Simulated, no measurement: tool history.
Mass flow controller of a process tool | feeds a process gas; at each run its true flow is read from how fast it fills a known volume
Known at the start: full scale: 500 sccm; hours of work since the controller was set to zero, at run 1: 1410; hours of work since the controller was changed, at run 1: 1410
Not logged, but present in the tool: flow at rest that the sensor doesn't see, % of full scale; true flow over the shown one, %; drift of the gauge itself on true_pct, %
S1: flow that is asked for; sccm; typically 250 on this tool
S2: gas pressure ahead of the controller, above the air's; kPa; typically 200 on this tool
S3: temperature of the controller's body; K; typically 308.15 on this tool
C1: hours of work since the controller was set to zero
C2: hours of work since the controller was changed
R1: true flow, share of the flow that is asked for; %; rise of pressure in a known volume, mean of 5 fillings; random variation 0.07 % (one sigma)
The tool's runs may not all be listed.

run 1 hour=0.0 | S1=250 S2=200 S3=308.15 | C1=1410 C2=1410 | R1=97.63
run 2 hour=67.0 | S1=250 S2=200 S3=308.15 | C1=1455 C2=1455 | R1=97.64
run 3 hour=117.4 | S1=250 S2=200 S3=308.15 | C1=1489 C2=1489 | R1=97.78
run 4 hour=214.0 | S1=250 S2=200 S3=308.15 | C1=1553 C2=1553 | R1=97.63
run 5 hour=311.4 | S1=80 S2=200 S3=308.15 | C1=1618 C2=1618 | R1=97.16
run 6 hour=398.5 | S1=80 S2=200 S3=308.15 | C1=1676 C2=1676 | R1=97.19
run 7 hour=458.4 | S1=250 S2=200 S3=308.15 | C1=1716 C2=1716 | R1=97.57
run 8 hour=521.0 | S1=250 S2=200 S3=308.15 | C1=1757 C2=1757 | R1=97.63
run 9 hour=604.3 | S1=174 S2=200 S3=308.15 | C1=1813 C2=1813 | R1=97.45
run 10 hour=694.5 | S1=174 S2=200 S3=308.15 | C1=1873 C2=1873 | R1=97.34
run 11 hour=787.1 | S1=250 S2=200 S3=307.15 | C1=1935 C2=1935 | R1=97.56
run 12 hour=877.3 | S1=250 S2=200 S3=306.15 | C1=1995 C2=1995 | R1=97.77
run 13 hour=987.8 | S1=250 S2=200 S3=306.15 | C1=2068 C2=2068 | R1=97.74
run 14 hour=1092.7 | S1=250 S2=200 S3=308.15 | C1=2138 C2=2138 | R1=97.69
run 15 hour=1198.7 | S1=250 S2=200 S3=308.15 | C1=2209 C2=2209 | R1=97.72
run 16 hour=1264.8 | S1=250 S2=200 S3=308.15 | C1=2253 C2=2253 | R1=97.66
run 17 hour=1360.4 | S1=257 S2=200 S3=308.15 | C1=2316 C2=2316 | R1=97.62
run 18 hour=1443.6 | S1=257 S2=200 S3=308.15 | C1=2372 C2=2372 | R1=97.63
run 19 hour=1553.7 | S1=257 S2=200 S3=308.15 | C1=2445 C2=2445 | R1=97.53
run 20 hour=1621.5 | S1=257 S2=200 S3=308.15 | C1=2490 C2=2490 | R1=97.64
run 21 hour=1728.5 | S1=257 S2=200 S3=308.15 | C1=2562 C2=2562 | R1=97.58
run 22 hour=1821.5 | S1=250 S2=200 S3=308.15 | C1=2624 C2=2624 | R1=97.58
run 23 hour=1876.5 | S1=250 S2=200 S3=308.15 | C1=2660 C2=2660 | R1=97.47
run 24 hour=1979.9 | S1=250 S2=200 S3=308.15 | C1=2729 C2=2729 | R1=97.45
run 25 hour=2033.9 | S1=212 S2=200 S3=296.15 | C1=2765 C2=2765 | R1=98.38
run 26 hour=2095.3 | S1=95 S2=221 S3=303.15 | C1=2806 C2=2806 | R1=97.78
run 27 hour=2194.3 | S1=93 S2=200 S3=305.15 | C1=2872 C2=2872 | R1=97.37
run 28 hour=2305.3 | S1=239 S2=200 S3=295.15 | C1=2946 C2=2946 | R1=98.42
run 29 hour=2397.4 | S1=216 S2=188 S3=305.15 | C1=3007 C2=3007 | R1=97.51
run 30 hour=2458.3 | S1=342 S2=149 S3=301.15 | C1=3048 C2=3048 | R1=98.28
run 31 hour=2536.5 | S1=188 S2=200 S3=308.15 | C1=3100 C2=3100 | R1=97.22
run 32 hour=2617.2 | S1=188 S2=200 S3=308.15 | C1=3154 C2=3154 | R1=97.39
run 33 hour=2705.2 | S1=257 S2=194 S3=306.15 | C1=3212 C2=3212 | R1=97.69
run 34 hour=2793.1 | S1=446 S2=167 S3=304.15 | C1=3271 C2=3271 | R1=98.56
run 35 hour=2897.8 | S1=194 S2=169 S3=298.15 | C1=3340 C2=3340 | R1=97.96
run 36 hour=2968.9 | S1=194 S2=169 S3=298.15 | C1=3388 C2=3388 | R1=98.01
run 37 hour=3074.1 | S1=162 S2=149 S3=296.15 | C1=3458 C2=3458 | R1=97.97
run 38 hour=3137.5 | S1=142 S2=270 S3=296.15 | C1=3500 C2=3500 | R1=98.31
run 39 hour=3227.1 | S1=142 S2=270 S3=296.15 | C1=3560 C2=3560 | R1=98.22
run 40 hour=3336.0 | S1=142 S2=270 S3=296.15 | C1=3632 C2=3632 | R1=98.22
run 41 hour=3421.9 | S1=481 S2=207 S3=296.15 | C1=3689 C2=3689 | R1=99.30
run 42 hour=3471.8 | S1=481 S2=207 S3=296.15 | C1=3723 C2=3723 | R1=99.36
run 43 hour=3568.5 | S1=481 S2=207 S3=296.15 | C1=3787 C2=3787 | R1=99.22
run 44 hour=3678.9 | S1=106 S2=181 S3=296.15 | C1=3861 C2=3861 | R1=98.17
run 45 hour=3788.3 | S1=81 S2=200 S3=296.15 | C1=3934 C2=3934 | R1=98.42
run 46 hour=3859.8 | S1=81 S2=200 S3=296.15 | C1=3981 C2=3981 | R1=98.41
run 47 hour=3946.4 | S1=77 S2=200 S3=301.15 | C1=4039 C2=4039 | R1=98.28
run 48 hour=4049.8 | S1=250 S2=200 S3=301.15 | C1=4108 C2=4108 | R1=97.96

Each row is a separate what-if for the run after 48, all from the same tool condition, not one after another. Results?
run A hour=4127.4 | S1=250 S2=216 S3=301.15 | C1=4159 C2=4159 | R1=?
run B hour=4127.4 | S1=457 S2=200 S3=298.15 | C1=4159 C2=4159 | R1=?
run C hour=4127.4 | S1=192 S2=163 S3=298.15 | C1=4159 C2=4159 | R1=?
run D hour=4127.4 | S1=250 S2=160 S3=308.15 | C1=4159 C2=4159 | R1=?

run=A R1=97.97
run=B R1=99.05
run=C R1=97.89
run=D R1=97.15
Without the tool's unlogged condition, the same runs would have read:
run=A R1=98.54
run=B R1=99.84
run=C R1=98.31
run=D R1=97.71

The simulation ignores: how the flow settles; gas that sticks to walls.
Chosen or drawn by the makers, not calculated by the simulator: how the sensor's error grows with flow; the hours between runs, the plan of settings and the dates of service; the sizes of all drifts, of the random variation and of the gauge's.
